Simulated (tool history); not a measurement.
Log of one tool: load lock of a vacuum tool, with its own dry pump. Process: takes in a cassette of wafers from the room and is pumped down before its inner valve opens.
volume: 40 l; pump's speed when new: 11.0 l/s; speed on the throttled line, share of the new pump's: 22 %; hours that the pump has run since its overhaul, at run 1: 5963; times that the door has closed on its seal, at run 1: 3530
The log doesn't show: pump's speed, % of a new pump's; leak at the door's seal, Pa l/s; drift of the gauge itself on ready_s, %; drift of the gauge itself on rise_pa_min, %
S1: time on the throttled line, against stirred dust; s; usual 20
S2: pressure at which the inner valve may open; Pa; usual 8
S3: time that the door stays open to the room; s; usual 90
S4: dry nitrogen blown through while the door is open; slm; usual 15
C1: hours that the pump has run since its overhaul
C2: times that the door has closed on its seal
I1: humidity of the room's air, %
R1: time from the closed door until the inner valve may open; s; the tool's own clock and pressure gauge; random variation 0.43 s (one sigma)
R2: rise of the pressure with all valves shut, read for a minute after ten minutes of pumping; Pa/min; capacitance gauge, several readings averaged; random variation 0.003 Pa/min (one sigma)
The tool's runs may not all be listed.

{"run": 1, "hour": 0.0, "S1": 20, "S2": 8, "S3": 90, "S4": 15, "C1": 5963, "C2": 3530, "I1": 49, "R1": 54.6, "R2": 0.083}
{"run": 2, "hour": 143.9, "S1": 20, "S2": 8, "S3": 90, "S4": 15, "C1": 6107, "C2": 3874, "I1": 47, "R1": 54.9, "R2": 0.08}
{"run": 3, "hour": 329.4, "S1": 20, "S2": 8, "S3": 90, "S4": 15, "C1": 6293, "C2": 4317, "I1": 43.2, "R1": 55.6, "R2": 0.089}
{"run": 4, "hour": 486.2, "S1": 20, "S2": 8, "S3": 90, "S4": 15, "C1": 6449, "C2": 4692, "I1": 46, "R1": 55.3, "R2": 0.092}
{"run": 5, "hour": 573.5, "S1": 20, "S2": 8, "S3": 90, "S4": 15, "C1": 6537, "C2": 4900, "I1": 43.8, "R1": 54.1, "R2": 0.088}
{"run": 6, "hour": 684.4, "S1": 20, "S2": 8, "S3": 90, "S4": 15, "C1": 6648, "C2": 5165, "I1": 45.9, "R1": 56.2, "R2": 0.096}
{"run": 7, "hour": 766.4, "S1": 20, "S2": 11, "S3": 90, "S4": 15, "C1": 6730, "C2": 5361, "I1": 42.7, "R1": 53.9, "R2": 0.095}
{"run": 8, "hour": 916.8, "S1": 20, "S2": 8, "S3": 90, "S4": 15, "C1": 6880, "C2": 5720, "I1": 49.1, "R1": 56.1, "R2": 0.107}
{"run": 9, "hour": 1025.2, "S1": 20, "S2": 13, "S3": 90, "S4": 15, "C1": 6988, "C2": 5980, "I1": 42.9, "R1": 53.2, "R2": 0.102}
{"run": 10, "hour": 1213.7, "S1": 20, "S2": 13, "S3": 90, "S4": 15, "C1": 7177, "C2": 6430, "I1": 45.3, "R1": 53.5, "R2": 0.11}
{"run": 11, "hour": 1319.4, "S1": 20, "S2": 13, "S3": 118, "S4": 15, "C1": 7283, "C2": 6683, "I1": 48.2, "R1": 53.7, "R2": 0.123}
{"run": 12, "hour": 1416.2, "S1": 12, "S2": 11, "S3": 27, "S4": 22, "C1": 7379, "C2": 6914, "I1": 47.8, "R1": 48.2, "R2": 0.094}
{"run": 13, "hour": 1591.4, "S1": 12, "S2": 11, "S3": 27, "S4": 22, "C1": 7555, "C2": 7332, "I1": 44.4, "R1": 48.5, "R2": 0.099}
{"run": 14, "hour": 1686.3, "S1": 20, "S2": 7, "S3": 90, "S4": 15, "C1": 7649, "C2": 7559, "I1": 45.5, "R1": 56.6, "R2": 0.12}

The next listed run, before its measurement:
{"run": 15, "hour": 1871.0, "S1": 14, "S2": 12, "S3": 35, "S4": 7, "C1": 7834, "C2": 8001, "I1": 44.4, "R1": "?", "R2": "?"}

Run 15 gave R1 50 s, R2 0.122 Pa/min.
Without the tool's hidden state the same run would have given R1 44 s, R2 0.034 Pa/min.

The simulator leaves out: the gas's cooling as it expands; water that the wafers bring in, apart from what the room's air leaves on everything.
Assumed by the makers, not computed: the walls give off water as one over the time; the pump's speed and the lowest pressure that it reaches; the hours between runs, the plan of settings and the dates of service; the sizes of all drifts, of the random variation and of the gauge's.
